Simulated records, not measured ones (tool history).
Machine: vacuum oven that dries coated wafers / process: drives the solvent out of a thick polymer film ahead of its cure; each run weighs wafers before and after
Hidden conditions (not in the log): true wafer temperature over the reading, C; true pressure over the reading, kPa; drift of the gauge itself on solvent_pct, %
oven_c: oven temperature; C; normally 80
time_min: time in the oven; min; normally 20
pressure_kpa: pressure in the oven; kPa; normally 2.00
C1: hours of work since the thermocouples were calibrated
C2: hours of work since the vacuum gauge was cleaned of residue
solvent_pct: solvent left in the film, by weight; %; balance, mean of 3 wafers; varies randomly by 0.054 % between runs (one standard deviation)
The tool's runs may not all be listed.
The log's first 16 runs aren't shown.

run 17 hour=527.7 | oven_c=80 time_min=20 pressure_kpa=2.00 | C1=848 C2=1323 | solvent_pct=2.47
run 18 hour=553.4 | oven_c=80 time_min=20 pressure_kpa=6.08 | C1=867 C2=1341 | solvent_pct=5.14
run 19 hour=591.6 | oven_c=80 time_min=20 pressure_kpa=6.08 | C1=893 C2=1368 | solvent_pct=5.21
run 20 hour=629.4 | oven_c=84 time_min=10 pressure_kpa=1.49 | C1=920 C2=1395 | solvent_pct=3.21
run 21 hour=663.8 | oven_c=84 time_min=11 pressure_kpa=2.56 | C1=944 C2=1419 | solvent_pct=3.40
run 22 hour=701.7 | oven_c=75 time_min=11 pressure_kpa=2.56 | C1=971 C2=1445 | solvent_pct=6.60
run 23 hour=723.3 | oven_c=80 time_min=32 pressure_kpa=1.61 | C1=986 C2=1461 | solvent_pct=1.73
run 24 hour=751.0 | oven_c=79 time_min=20 pressure_kpa=3.47 | C1=1006 C2=1480 | solvent_pct=3.76
run 25 hour=782.7 | oven_c=89 time_min=23 pressure_kpa=3.77 | C1=1028 C2=1503 | solvent_pct=2.24
run 26 hour=812.7 | oven_c=80 time_min=20 pressure_kpa=4.51 | C1=1049 C2=1524 | solvent_pct=4.41
run 27 hour=848.3 | oven_c=67 time_min=16 pressure_kpa=4.32 | C1=1074 C2=1549 | solvent_pct=9.62
run 28 hour=895.6 | oven_c=67 time_min=16 pressure_kpa=4.32 | C1=1108 C2=1582 | solvent_pct=9.50
run 29 hour=920.9 | oven_c=80 time_min=21 pressure_kpa=2.00 | C1=1125 C2=1600 | solvent_pct=2.49
run 30 hour=952.9 | oven_c=84 time_min=21 pressure_kpa=2.00 | C1=1148 C2=1623 | solvent_pct=1.93
run 31 hour=999.3 | oven_c=80 time_min=23 pressure_kpa=2.66 | C1=1181 C2=1655 | solvent_pct=2.98
run 32 hour=1029.9 | oven_c=72 time_min=13 pressure_kpa=2.00 | C1=1202 C2=1677 | solvent_pct=6.74
run 33 hour=1055.1 | oven_c=72 time_min=27 pressure_kpa=4.16 | C1=1220 C2=1695 | solvent_pct=5.96
run 34 hour=1100.4 | oven_c=72 time_min=27 pressure_kpa=4.16 | C1=1252 C2=1726 | solvent_pct=5.90
run 35 hour=1134.4 | oven_c=80 time_min=25 pressure_kpa=2.00 | C1=1276 C2=1750 | solvent_pct=2.34
run 36 hour=1174.9 | oven_c=80 time_min=25 pressure_kpa=2.00 | C1=1304 C2=1779 | solvent_pct=2.25
run 37 hour=1199.4 | oven_c=80 time_min=25 pressure_kpa=2.00 | C1=1322 C2=1796 | solvent_pct=2.42
run 38 hour=1242.4 | oven_c=90 time_min=31 pressure_kpa=2.00 | C1=1352 C2=1826 | solvent_pct=1.36

Branching from run 38: 4 alternative next runs. What would each branch give?
run A hour=1287.7 | oven_c=75 time_min=34 pressure_kpa=7.23 | C1=1384 C2=1858 | solvent_pct=?
run B hour=1287.7 | oven_c=67 time_min=33 pressure_kpa=2.00 | C1=1384 C2=1858 | solvent_pct=?
run C hour=1287.7 | oven_c=92 time_min=31 pressure_kpa=5.00 | C1=1384 C2=1858 | solvent_pct=?
run D hour=1287.7 | oven_c=78 time_min=16 pressure_kpa=2.00 | C1=1384 C2=1858 | solvent_pct=?

run=A solvent_pct=7.33
run=B solvent_pct=5.37
run=C solvent_pct=2.49
run=D solvent_pct=3.85
What these runs would have given with no unlogged condition in the tool:
run=A solvent_pct=6.14
run=B solvent_pct=3.98
run=C solvent_pct=2.00
run=D solvent_pct=2.84

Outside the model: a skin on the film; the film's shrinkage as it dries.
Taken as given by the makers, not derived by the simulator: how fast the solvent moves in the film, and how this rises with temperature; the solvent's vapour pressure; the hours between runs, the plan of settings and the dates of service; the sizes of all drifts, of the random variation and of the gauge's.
